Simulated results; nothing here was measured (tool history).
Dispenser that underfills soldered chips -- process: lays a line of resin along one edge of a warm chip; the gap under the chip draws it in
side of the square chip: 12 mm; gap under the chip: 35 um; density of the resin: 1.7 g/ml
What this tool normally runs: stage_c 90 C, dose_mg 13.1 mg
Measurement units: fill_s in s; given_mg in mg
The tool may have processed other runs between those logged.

run   hour  stage_c  dose_mg  fill_s  given_mg
  1      0       90     13.1   149.2     12.78
       8.1  -- new syringe of resin
  2    9.1       90     13.1   120.2     12.79
  3   20.8       90     13.1   168.1     12.59
      25.3  -- new syringe of resin
  4   31.9       90       13   136.5     12.67
  5   42.1       90       13   185.5     12.37
      43.1  -- new syringe of resin
  6   53.9       90       13   157.5     12.38
  7   59.2       90       13   185.9     12.34
      60.4  -- new syringe of resin
  8   69.4       90     13.1   146.9     12.31
      78.1  -- new syringe of resin
  9   78.1       90     13.1     115     12.35
 10   90.7       90     13.1   172.6     12.22
      96.3  -- new syringe of resin
 11   99.4       90     13.1   127.5     12.19
 12  107.6       90     13.1   161.1     12.24
 13  112.7       90     13.1   191.5     12.09
     114.1  -- new syringe of resin
 14  121.8       90     13.1   144.9     12.13
     131.5  -- new syringe of resin
 15  134.6       90     11.6   128.6     10.56
 16  144.6       84     14.3   207.2     12.91
       149  -- new syringe of resin
 17  156.2       84     14.3   167.1     12.96
 18  161.4       77     13.4   252.4     11.95
     167.3  -- new syringe of resin
     173.4  -- dispensing valve cleaned and set on the balance
 19  173.4       77     13.4   195.4     13.41
 20    182       77     13.4   253.1     13.34
     185.7  -- new syringe of resin
 21  191.6       82     16.3   167.1     16.11
 22  201.1       86     13.7   199.6     13.53
     203.1  -- new syringe of resin
 23  208.1       87     12.8   139.5     12.61
 24  214.3       85     13.4   180.9     13.12
     220.9  -- new syringe of resin
 25  223.8       96     11.6   105.8     11.46
 26  235.2       96     11.6     146     11.12

Some steps in fill_s between neighbouring runs. How much of each would the tool show without its hidden state too (settings, what came in, random variation), and how much is left for the hidden state, with any gauge scatter that isn't in both results?
Hidden state at play: resin's viscosity, % of fresh resin's; dose that the valve gives, % of what is set; true chip temperature over the reading, C; drift of the gauge itself on fill_s, %; drift of the gauge itself on given_mg, %.
Run 17 -> 18: stage_c 84 -> 77, dose_mg 14.3 -> 13.4. fill_s +85.3 s: hidden state +48.1, all else +37.2.
Run 19 -> 20: no setting touched and nothing written in the log between the runs. fill_s +57.7 s: hidden state +57.3, all else +0.4.
Run 20 -> 21: stage_c 77 -> 82, dose_mg 13.4 -> 16.3, new syringe of resin. fill_s -86 s: hidden state -60.1, all else -25.9.
